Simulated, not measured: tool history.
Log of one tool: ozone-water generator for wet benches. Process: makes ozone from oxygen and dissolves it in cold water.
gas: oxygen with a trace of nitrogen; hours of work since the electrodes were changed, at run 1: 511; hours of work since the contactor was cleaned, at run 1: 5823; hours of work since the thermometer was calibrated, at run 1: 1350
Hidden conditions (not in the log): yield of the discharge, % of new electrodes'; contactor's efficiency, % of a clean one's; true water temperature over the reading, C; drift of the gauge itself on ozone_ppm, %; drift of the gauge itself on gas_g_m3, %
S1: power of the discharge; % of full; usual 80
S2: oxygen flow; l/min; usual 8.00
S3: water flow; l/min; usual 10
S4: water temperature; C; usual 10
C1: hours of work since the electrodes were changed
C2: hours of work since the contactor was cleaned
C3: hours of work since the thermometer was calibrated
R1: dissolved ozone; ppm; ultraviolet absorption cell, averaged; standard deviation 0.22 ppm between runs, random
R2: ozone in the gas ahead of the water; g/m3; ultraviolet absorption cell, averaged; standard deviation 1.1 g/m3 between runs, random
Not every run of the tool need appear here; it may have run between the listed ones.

Run 1, hour 0.0: usual settings; C1 511; C2 5823; C3 1350. Result: R1 31.3 ppm, R2 195.5 g/m3.
Run 2, hour 60.5: usual settings; C1 558; C2 5870; C3 1397. Result: R1 30.4 ppm, R2 196.0 g/m3.
Run 3, hour 161.0: usual settings; C1 637; C2 5948; C3 1475. Result: R1 30.9 ppm, R2 193.0 g/m3.
Run 4, hour 215.1: usual settings but S1 84 % of full; C1 679; C2 5990; C3 1517. Result: R1 31.7 ppm, R2 202.2 g/m3.
Run 5, hour 319.1: usual settings but S2 10.51 l/min; C1 759; C2 6071; C3 1598. Result: R1 30.6 ppm, R2 176.5 g/m3.
Run 6, hour 431.8: usual settings but S2 10.51 l/min; C1 847; C2 6158; C3 1686. Result: R1 30.8 ppm, R2 178.6 g/m3.
Run 7, hour 551.9: usual settings but S3 9 l/min; C1 940; C2 6252; C3 1779. Result: R1 32.3 ppm, R2 193.8 g/m3.
Run 8, hour 680.0: usual settings but S2 6.13 l/min; C1 1040; C2 6351; C3 1879. Result: R1 29.7 ppm, R2 209.8 g/m3.
Run 9, hour 812.1: usual settings but S2 6.13 l/min; C1 1143; C2 6454; C3 1981. Result: R1 29.8 ppm, R2 208.4 g/m3.
At hour 822.5: water thermometer calibrated.
Run 10, hour 943.1: usual settings; C1 1244; C2 6555; C3 94. Result: R1 29.9 ppm, R2 192.4 g/m3.
Run 11, hour 1063.9: usual settings but S1 48 % of full; C1 1338; C2 6649; C3 188. Result: R1 20.3 ppm, R2 130.1 g/m3.
At hour 1108.9: water thermometer calibrated, once more.
Run 12, hour 1164.5: usual settings but S1 48 % of full; C1 1416; C2 6727; C3 43. Result: R1 20.6 ppm, R2 129.3 g/m3.
Run 13, hour 1243.3: usual settings but S1 48 % of full; C1 1477; C2 6788; C3 104. Result: R1 20.4 ppm, R2 129.8 g/m3.
Run 14, hour 1331.4: usual settings but S1 48 % of full; C1 1546; C2 6857; C3 173. Result: R1 20.4 ppm, R2 130.1 g/m3.
Run 15, hour 1390.8: usual settings but S1 48 % of full; C1 1592; C2 6903; C3 219. Result: R1 20.3 ppm, R2 129.7 g/m3.
Run 16, hour 1471.3: usual settings but S1 48 % of full; C1 1654; C2 6966; C3 282. Result: R1 20.4 ppm, R2 128.9 g/m3.
Run 17, hour 1575.8: usual settings but S1 48 % of full; C1 1736; C2 7047; C3 363. Result: R1 20.4 ppm, R2 129.3 g/m3.
Run 18, hour 1647.5: usual settings but S1 41 % of full, S2 6.71 l/min; C1 1791; C2 7103; C3 419. Result: R1 18.1 ppm, R2 121.5 g/m3.
Run 19, hour 1721.0: usual settings but S1 41 % of full, S2 6.71 l/min; C1 1848; C2 7160; C3 476. Result: R1 17.7 ppm, R2 120.9 g/m3.
Run 20, hour 1779.4: usual settings but S1 79 % of full, S2 8.87 l/min; C1 1894; C2 7205; C3 521. Result: R1 29.9 ppm, R2 182.1 g/m3.
Run 21, hour 1907.6: usual settings but S1 79 % of full, S2 8.87 l/min; C1 1994; C2 7305; C3 621. Result: R1 29.4 ppm, R2 182.9 g/m3.
Run 22, hour 2035.4: usual settings but S1 66 % of full, S2 12.49 l/min, S3 7 l/min, S4 6 C; C1 2093; C2 7404; C3 720. Result: R1 33.6 ppm, R2 142.6 g/m3.
Run 23, hour 2089.4: usual settings but S1 66 % of full, S2 12.49 l/min, S3 7 l/min, S4 6 C; C1 2135; C2 7446; C3 762. Result: R1 33.4 ppm, R2 144.0 g/m3.
Run 24, hour 2161.9: usual settings but S1 43 % of full, S2 10.77 l/min; C1 2191; C2 7502; C3 819. Result: R1 18.3 ppm, R2 108.2 g/m3.
Run 25, hour 2216.4: usual settings but S3 6 l/min, S4 17 C; C1 2234; C2 7545; C3 861. Result: R1 32.3 ppm, R2 187.9 g/m3.
Run 26, hour 2297.4: usual settings but S3 6 l/min, S4 17 C; C1 2297; C2 7608; C3 924. Result: R1 32.0 ppm, R2 188.1 g/m3.
Run 27, hour 2383.9: usual settings but S1 98 % of full, S3 15 l/min; C1 2364; C2 7675; C3 991. Result: R1 25.8 ppm, R2 217.6 g/m3.
Run 28, hour 2442.6: usual settings but S1 92 % of full, S2 4.16 l/min; C1 2409; C2 7721; C3 1037. Result: R1 30.1 ppm, R2 255.5 g/m3.
Run 29, hour 2519.1: usual settings but S2 4.06 l/min; C1 2469; C2 7780; C3 1096. Result: R1 26.9 ppm, R2 231.9 g/m3.
Run 30, hour 2574.0: usual settings but S4 5 C; C1 2512; C2 7823; C3 1139. Result: R1 32.2 ppm, R2 189.5 g/m3.
Run 31, hour 2653.4: usual settings but S1 46 % of full, S4 12 C; C1 2573; C2 7885; C3 1201. Result: R1 18.4 ppm, R2 123.1 g/m3.
Run 32, hour 2715.3: usual settings but S4 6 C; C1 2621; C2 7933; C3 1249. Result: R1 31.1 ppm, R2 185.7 g/m3.

Results for each run, recomputed without the tool's hidden state and with each run's random variation untouched:
run    R1     R2
  1  33.1  197.2
  2  32.3  197.8
  3  32.9  195.1
  4  33.7  204.6
  5  32.6  178.8
  6  33.0  181.2
  7  34.6  197.1
  8  31.9  213.7
  9  32.1  212.7
 10  32.4  196.7
 11  21.8  132.1
 12  22.1  131.5
 13  21.9  132.1
 14  21.9  132.4
 15  21.9  132.1
 16  22.0  131.4
 17  22.1  132.0
 18  19.5  123.6
 19  19.1  123.1
 20  32.8  188.5
 21  32.3  189.7
 22  36.7  147.5
 23  36.6  149.0
 24  20.0  110.7
 25  35.6  195.8
 26  35.3  196.2
 27  29.0  228.7
 28  33.7  268.2
 29  30.1  242.7
 30  36.0  198.4
 31  20.2  126.8
 32  34.9  195.0

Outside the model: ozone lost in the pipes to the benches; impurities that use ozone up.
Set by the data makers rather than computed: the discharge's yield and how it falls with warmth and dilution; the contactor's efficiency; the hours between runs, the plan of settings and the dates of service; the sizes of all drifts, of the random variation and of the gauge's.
